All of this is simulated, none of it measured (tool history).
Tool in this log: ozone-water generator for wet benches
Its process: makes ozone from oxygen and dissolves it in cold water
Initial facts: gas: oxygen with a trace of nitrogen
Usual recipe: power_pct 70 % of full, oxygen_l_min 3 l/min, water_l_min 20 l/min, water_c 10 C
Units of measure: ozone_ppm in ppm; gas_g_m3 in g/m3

| run | hour | power_pct | oxygen_l_min | water_l_min | water_c | ozone_ppm | gas_g_m3 |
|---|---|---|---|---|---|---|---|
| 1 | 0 | 70 | 3 | 20 | 10 | 17.3 | 201.5 |
| 2 | 67.9 | 70 | 3 | 21 | 10 | 16.8 | 199.8 |
| 3 | 105.8 | 70 | 3 | 21 | 10 | 16.5 | 201.1 |
|  | 165.8 | water thermometer calibrated |
| 4 | 172.7 | 70 | 3 | 21 | 10 | 16.6 | 198.9 |
| 5 | 220.8 | 70 | 3 | 21 | 10 | 16.3 | 199.6 |
| 6 | 269.1 | 70 | 3 | 20 | 10 | 17.6 | 202.2 |
| 7 | 325.6 | 70 | 3 | 20 | 10 | 17.3 | 200 |
| 8 | 364.7 | 70 | 3 | 20 | 10 | 17.4 | 198.6 |
| 9 | 427.6 | 70 | 3 | 20 | 10 | 17.4 | 201.7 |
| 10 | 474.6 | 70 | 3 | 20 | 10 | 17.3 | 201.4 |
| 11 | 525.8 | 70 | 3.76 | 20 | 10 | 18.9 | 187.5 |
| 12 | 572.7 | 70 | 3.76 | 20 | 10 | 19.1 | 186 |
| 13 | 609.5 | 70 | 3.76 | 20 | 10 | 18.8 | 185.2 |
| 14 | 646.8 | 70 | 3.76 | 20 | 10 | 18.9 | 187.4 |
| 15 | 707.8 | 70 | 3.76 | 20 | 10 | 19 | 184.2 |
| 16 | 751.9 | 70 | 3.76 | 20 | 10 | 18.6 | 185.2 |
| 17 | 794.4 | 70 | 3.76 | 20 | 10 | 19.2 | 184.5 |
| 18 | 827.5 | 70 | 3.76 | 20 | 10 | 18.7 | 185.2 |
| 19 | 873.2 | 70 | 3 | 22 | 10 | 15.7 | 202.1 |
| 20 | 933.3 | 51 | 4.89 | 30 | 10 | 11.4 | 141 |
| 21 | 968.6 | 82 | 3 | 20 | 6 | 19.6 | 220.8 |
| 22 | 1033.2 | 82 | 2.21 | 20 | 7 | 17.1 | 243.2 |
| 23 | 1081.8 | 68 | 3.71 | 14 | 5 | 26.8 | 182.6 |
| 24 | 1145.3 | 68 | 3.71 | 14 | 5 | 27 | 184.7 |
| 25 | 1213.1 | 55 | 3 | 18 | 5 | 17.3 | 172.1 |
| 26 | 1248.9 | 70 | 3 | 20 | 6 | 17.6 | 199.9 |
| 27 | 1287.7 | 70 | 1.98 | 20 | 13 | 14 | 229.8 |
| 28 | 1355 | 73 | 4.14 | 19 | 6 | 21.9 | 183.8 |
| 29 | 1422.6 | 73 | 4.14 | 19 | 6 | 22.1 | 185 |
| 30 | 1457.8 | 70 | 3 | 30 | 11 | 11.2 | 199.4 |
| 31 | 1502.9 | 70 | 3 | 30 | 11 | 11.3 | 200.5 |
| 32 | 1551.6 | 70 | 3 | 30 | 11 | 11.3 | 201.1 |
| 33 | 1604.3 | 64 | 3 | 19 | 11 | 16.9 | 190.2 |

Alternative continuations, all from the tool just after run 33; predict every row:
| A | 1635.3 | 70 | 3.28 | 20 | 10 | ? | ? |
| B | 1635.3 | 70 | 3.87 | 14 | 10 | ? | ? |
| C | 1635.3 | 74 | 2.56 | 17 | 10 | ? | ? |

| run | ozone_ppm | gas_g_m3 |
|---|---|---|
| A | 18 | 195.2 |
| B | 26.3 | 184.3 |
| C | 19.7 | 218.1 |
With no hidden state in the tool, these same runs would have given:
| run | ozone_ppm | gas_g_m3 |
|---|---|---|
| A | 18.1 | 195.5 |
| B | 26.4 | 184.6 |
| C | 19.8 | 218.6 |
